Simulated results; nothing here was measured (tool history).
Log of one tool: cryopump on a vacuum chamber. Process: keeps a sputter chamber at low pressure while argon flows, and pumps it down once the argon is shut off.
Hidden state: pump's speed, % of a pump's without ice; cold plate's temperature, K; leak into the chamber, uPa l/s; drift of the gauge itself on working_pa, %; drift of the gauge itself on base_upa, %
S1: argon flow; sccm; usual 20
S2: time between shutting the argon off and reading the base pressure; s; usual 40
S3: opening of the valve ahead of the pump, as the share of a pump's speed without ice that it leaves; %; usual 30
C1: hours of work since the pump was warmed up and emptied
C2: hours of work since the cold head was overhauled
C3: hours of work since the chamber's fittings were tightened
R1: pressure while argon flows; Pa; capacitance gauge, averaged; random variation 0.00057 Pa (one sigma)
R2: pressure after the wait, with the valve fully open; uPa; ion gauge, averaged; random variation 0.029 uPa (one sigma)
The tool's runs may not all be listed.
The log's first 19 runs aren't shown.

-- hour=1073.9 pump warmed up, emptied and cooled again
run 20 hour=1077.7 | S1=9 S2=286 S3=37 | C1=2 C2=1704 C3=2562 | R1=0.0261 R2=1.08
run 21 hour=1121.5 | S1=9 S2=40 S3=54 | C1=22 C2=1724 C3=2583 | R1=0.0176 R2=2.21
run 22 hour=1179.6 | S1=27 S2=22 S3=54 | C1=50 C2=1752 C3=2610 | R1=0.0549 R2=3.21
run 23 hour=1218.1 | S1=19 S2=22 S3=54 | C1=68 C2=1770 C3=2628 | R1=0.0379 R2=3.33
run 24 hour=1281.9 | S1=20 S2=145 S3=46 | C1=98 C2=1800 C3=2658 | R1=0.0468 R2=1.32
run 25 hour=1350.7 | S1=20 S2=145 S3=46 | C1=130 C2=1832 C3=2690 | R1=0.0470 R2=1.38
run 26 hour=1418.3 | S1=20 S2=145 S3=46 | C1=162 C2=1864 C3=2722 | R1=0.0474 R2=1.32
run 27 hour=1479.4 | S1=36 S2=115 S3=58 | C1=190 C2=1892 C3=2751 | R1=0.0676 R2=1.46
run 28 hour=1537.1 | S1=36 S2=115 S3=58 | C1=217 C2=1919 C3=2778 | R1=0.0683 R2=1.51
run 29 hour=1599.9 | S1=9 S2=193 S3=56 | C1=247 C2=1949 C3=2807 | R1=0.0177 R2=1.33
run 30 hour=1655.8 | S1=12 S2=40 S3=21 | C1=273 C2=1975 C3=2834 | R1=0.0614 R2=2.37
run 31 hour=1695.7 | S1=9 S2=40 S3=30 | C1=292 C2=1994 C3=2852 | R1=0.0323 R2=2.32
run 32 hour=1730.1 | S1=12 S2=140 S3=34 | C1=308 C2=2010 C3=2869 | R1=0.0385 R2=1.44
run 33 hour=1763.3 | S1=10 S2=40 S3=30 | C1=324 C2=2026 C3=2884 | R1=0.0365 R2=2.28
run 34 hour=1823.5 | S1=20 S2=41 S3=44 | C1=352 C2=2054 C3=2912 | R1=0.0494 R2=2.37

Forecast each of these 4 alternatives for the next run:
run A hour=1874.7 | S1=9 S2=40 S3=44 | C1=376 C2=2078 C3=2936 | R1=? R2=?
run B hour=1874.7 | S1=38 S2=41 S3=49 | C1=376 C2=2078 C3=2936 | R1=? R2=?
run C hour=1874.7 | S1=20 S2=148 S3=21 | C1=376 C2=2078 C3=2936 | R1=? R2=?
run D hour=1874.7 | S1=20 S2=235 S3=58 | C1=376 C2=2078 C3=2936 | R1=? R2=?

run=A R1=0.0229 R2=2.33
run=B R1=0.0862 R2=2.35
run=C R1=0.1045 R2=1.52
run=D R1=0.0396 R2=1.31
Without the tool's hidden state the same runs would have given:
run=A R1=0.0218 R2=1.41
run=B R1=0.0815 R2=1.41
run=C R1=0.1020 R2=0.55
run=D R1=0.0372 R2=0.37
